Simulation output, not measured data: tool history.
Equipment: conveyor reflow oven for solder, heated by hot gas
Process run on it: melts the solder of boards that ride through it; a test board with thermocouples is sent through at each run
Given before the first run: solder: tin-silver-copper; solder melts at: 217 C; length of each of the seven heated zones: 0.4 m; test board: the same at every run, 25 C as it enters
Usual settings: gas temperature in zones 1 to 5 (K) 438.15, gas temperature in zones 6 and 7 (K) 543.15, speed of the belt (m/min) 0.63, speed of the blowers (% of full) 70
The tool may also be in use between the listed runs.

| run | hour | gas temperature in zones 1 to 5 (K) | gas temperature in zones 6 and 7 (K) | speed of the belt (m/min) | speed of the blowers (% of full) | highest temperature of the board (K) | time above the solder's melting point (s) |
|---|---|---|---|---|---|---|---|
| 1 | 0 | 438.15 | 543.15 | 0.63 | 70 | 520.85 | 49.6 |
| 2 | 35.7 | 438.15 | 543.15 | 0.63 | 70 | 522.05 | 51.2 |
| 3 | 80.8 | 438.15 | 543.15 | 0.63 | 70 | 521.55 | 51.2 |
| 4 | 128.1 | 438.15 | 543.15 | 0.63 | 70 | 521.55 | 50.8 |
| 5 | 162.1 | 438.15 | 543.15 | 0.63 | 70 | 521.35 | 50.7 |
| 6 | 202 | 438.15 | 543.15 | 0.63 | 70 | 521.35 | 50.3 |
| 7 | 235.7 | 451.15 | 543.15 | 0.63 | 70 | 525.25 | 58.4 |
| 8 | 291.5 | 438.15 | 543.15 | 0.646 | 70 | 521.45 | 48.9 |
| 9 | 342.6 | 438.15 | 543.15 | 0.646 | 70 | 521.35 | 48.9 |
| 10 | 420.9 | 438.15 | 543.15 | 0.72 | 70 | 518.25 | 41.2 |
| 11 | 476.9 | 438.15 | 553.15 | 0.63 | 70 | 531.55 | 58.5 |
| 12 | 517.8 | 438.15 | 553.15 | 0.595 | 70 | 533.75 | 63.7 |
| 13 | 549.4 | 438.15 | 553.15 | 0.595 | 70 | 533.55 | 63.7 |
| 14 | 583.7 | 438.15 | 553.15 | 0.595 | 70 | 533.25 | 63.8 |
| 15 | 633.3 | 438.15 | 553.15 | 0.595 | 70 | 533.05 | 63.6 |
| 16 | 699.5 | 438.15 | 553.15 | 0.595 | 70 | 532.65 | 63.3 |
| 17 | 749.7 | 438.15 | 553.15 | 0.595 | 70 | 533.95 | 64.4 |
| 18 | 801.9 | 438.15 | 553.15 | 0.595 | 70 | 533.55 | 63.7 |
| 19 | 844.7 | 432.15 | 553.15 | 0.5 | 70 | 538.25 | 79.2 |
| 20 | 882 | 445.15 | 535.15 | 0.661 | 68 | 514.85 | 44.7 |
| 21 | 938.4 | 432.15 | 535.15 | 0.622 | 68 | 514.05 | 43.3 |
| 22 | 974.4 | 438.15 | 543.15 | 0.63 | 64 | 519.95 | 49.6 |
| 23 | 1006.3 | 438.15 | 548.15 | 0.506 | 70 | 533.95 | 76.9 |
| 24 | 1071.3 | 449.15 | 543.15 | 0.612 | 51 | 518.55 | 53.4 |
| 25 | 1130.2 | 449.15 | 543.15 | 0.612 | 51 | 518.45 | 53 |
| 26 | 1169.1 | 449.15 | 543.15 | 0.612 | 51 | 518.45 | 52.8 |
| 27 | 1210.8 | 435.15 | 543.15 | 0.634 | 64 | 519.35 | 48.4 |
| 28 | 1263.8 | 435.15 | 543.15 | 0.634 | 50 | 512.25 | 39.8 |
| 29 | 1321.3 | 442.15 | 554.15 | 0.601 | 52 | 526.35 | 58.6 |

Missing from the log above: 5 entries noted between runs. For each, name the pair of listed runs it sits between and say how the tool's hidden condition differs from the listed run just before to the listed run just after:
Run 1 -> run 2: flux residue cleaned out of gas plates and filters (hour 27.2)
  heat that the gas passes to the board, % of a clean oven's: 95.1 -> 99; belt's true speed, % of the reading: 99.24 -> 99.17; true gas temperature in zones 6 and 7 over the reading, C: -1.25 -> -1.3
  measured less the result without the state, highest temperature of the board (K): -2.3 -> -1.1; time above the solder's melting point (s): -1.7 -> -0.4
Run 6 -> run 7: thermocouples of zones 6 and 7 changed (hour 235.7)
  heat that the gas passes to the board, % of a clean oven's: 96.8 -> 96.3; belt's true speed, % of the reading: 98.8 -> 98.72; true gas temperature in zones 6 and 7 over the reading, C: -1.55 -> 0.22
  measured less the result without the state, highest temperature of the board (K): -1.8 -> -0.4; time above the solder's melting point (s): -1 -> +0.3
Run 9 -> run 10: flux residue cleaned out of gas plates and filters (hour 367.9)
  heat that the gas passes to the board, % of a clean oven's: 94.9 -> 99.2; belt's true speed, % of the reading: 98.49 -> 98.32; true gas temperature in zones 6 and 7 over the reading, C: 0.05 -> -0.06
  measured less the result without the state, highest temperature of the board (K): -1 -> +0.4; time above the solder's melting point (s): -0.2 -> +1.1
Run 16 -> run 17: flux residue cleaned out of gas plates and filters (hour 708.5)
  heat that the gas passes to the board, % of a clean oven's: 95.5 -> 98.5; belt's true speed, % of the reading: 97.73 -> 97.64; true gas temperature in zones 6 and 7 over the reading, C: -0.48 -> -0.55
  measured less the result without the state, highest temperature of the board (K): -0.9 -> +0; time above the solder's melting point (s): +0.7 -> +1.6
Run 23 -> run 24: flux residue cleaned out of gas plates and filters (hour 1047.7)
  heat that the gas passes to the board, % of a clean oven's: 94.9 -> 99.6; belt's true speed, % of the reading: 97.1 -> 96.97; true gas temperature in zones 6 and 7 over the reading, C: -0.94 -> -1.03
  measured less the result without the state, highest temperature of the board (K): -1.2 -> +0.3; time above the solder's melting point (s): +1.3 -> +2.3
